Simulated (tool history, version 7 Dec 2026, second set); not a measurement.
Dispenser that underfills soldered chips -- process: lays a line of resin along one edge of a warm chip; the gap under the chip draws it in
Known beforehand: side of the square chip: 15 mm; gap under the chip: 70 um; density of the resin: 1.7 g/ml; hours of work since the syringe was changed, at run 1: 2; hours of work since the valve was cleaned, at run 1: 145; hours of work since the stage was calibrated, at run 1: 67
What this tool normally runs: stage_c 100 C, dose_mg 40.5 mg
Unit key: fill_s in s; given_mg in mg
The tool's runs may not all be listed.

run,hour,stage_c,dose_mg,hours of work since the syringe was changed,hours of work since the valve was cleaned,hours of work since the stage was calibrated,fill_s,given_mg
1,0,100,40.5,2,145,67,182.2,37.12
2,5.7,100,36.4,6,149,71,219.1,33.26
# hour 8: dispensing valve cleaned and set on the balance
# hour 8.7: new syringe of resin
3,13,100,51.1,3,4,76,188.4,51.13
4,17.6,100,51.1,7,7,79,213.8,50.88
# hour 19.3: new syringe of resin
5,22.3,100,44.8,2,10,83,178.7,44.37
6,26.8,105,40.5,6,14,86,181.2,40.13
# hour 29.8: new syringe of resin
7,31.7,105,40.5,1,17,90,148.9,40.03
8,35,105,40.5,4,20,92,167.1,39.79
9,38.7,105,35.5,7,23,95,192,34.82
# hour 40.3: new syringe of resin
10,42.8,100,40.5,2,25,98,177.1,39.74
11,46,100,40.5,4,28,100,191.2,39.8
12,48.7,100,40.5,6,30,102,212,39.74
# hour 50.8: new syringe of resin
13,53.7,100,40.5,2,33,106,184.2,39.91
14,58.6,100,40.5,6,37,110,211.4,39.77
# hour 61.5: new syringe of resin
15,63.4,100,39.1,1,41,113,175,38.12
16,69,100,39.1,6,45,117,204.9,38.1
# hour 72.3: new syringe of resin
17,73.8,100,39.1,1,48,121,176.7,37.96
18,79,100,39.1,5,52,125,206.2,37.77
# hour 82.7: new syringe of resin
19,84.2,101,38.2,1,56,128,168.3,36.71
20,90.1,90,35.2,6,60,133,284.1,34.21
# hour 93.3: new syringe of resin
21,95.4,107,41.3,2,64,137,147.3,39.94
22,100.1,100,38.9,5,68,140,205,37.56
# hour 104: new syringe of resin
23,104.3,100,36.4,0,71,143,169.9,34.67
24,109.4,100,36.4,4,75,147,201.4,34.62
25,113.3,96,36,7,77,150,249.4,34.14
# hour 114.4: new syringe of resin
26,118.8,89,36.1,3,81,154,267.9,34.2
27,124,102,48.9,7,85,158,201.9,46.3
# hour 124.8: new syringe of resin
28,128.4,100,48.6,3,88,161,179.5,45.75
29,131.7,100,48.6,5,91,163,200.3,45.92
30,134.5,109,44.6,7,93,166,171.3,41.92
# hour 135.4: new syringe of resin
31,139.2,104,43.9,3,96,169,164.8,41.31
32,141.9,104,43.9,5,98,171,180.1,41.11
33,145,104,43.9,7,101,173,194.9,40.96
# hour 145.9: new syringe of resin
34,151.2,100,42.1,4,105,178,193,39.22
# hour 156.4: new syringe of resin
35,157.4,86,40.5,1,110,182,257.8,37.82
36,160.3,86,49.1,3,112,184,275.7,45.43

4 options for the next run, each taken on its own from the tool as it stands now. Forecast them:
A,164.6,98,46.3,6,115,188,?,?
B,164.6,86,36.7,6,115,188,?,?
C,164.6,90,48.8,6,115,188,?,?
D,164.6,103,35.2,6,115,188,?,?

run,fill_s,given_mg
A,224.1,43.15
B,325.5,33.98
C,273.1,45.24
D,203.8,32.74
Take away the tool's hidden state, keep each run's random variation, and the runs would have read:
run,fill_s,given_mg
A,175.3,46.41
B,251,36.56
C,213.9,48.66
D,156.6,35.22

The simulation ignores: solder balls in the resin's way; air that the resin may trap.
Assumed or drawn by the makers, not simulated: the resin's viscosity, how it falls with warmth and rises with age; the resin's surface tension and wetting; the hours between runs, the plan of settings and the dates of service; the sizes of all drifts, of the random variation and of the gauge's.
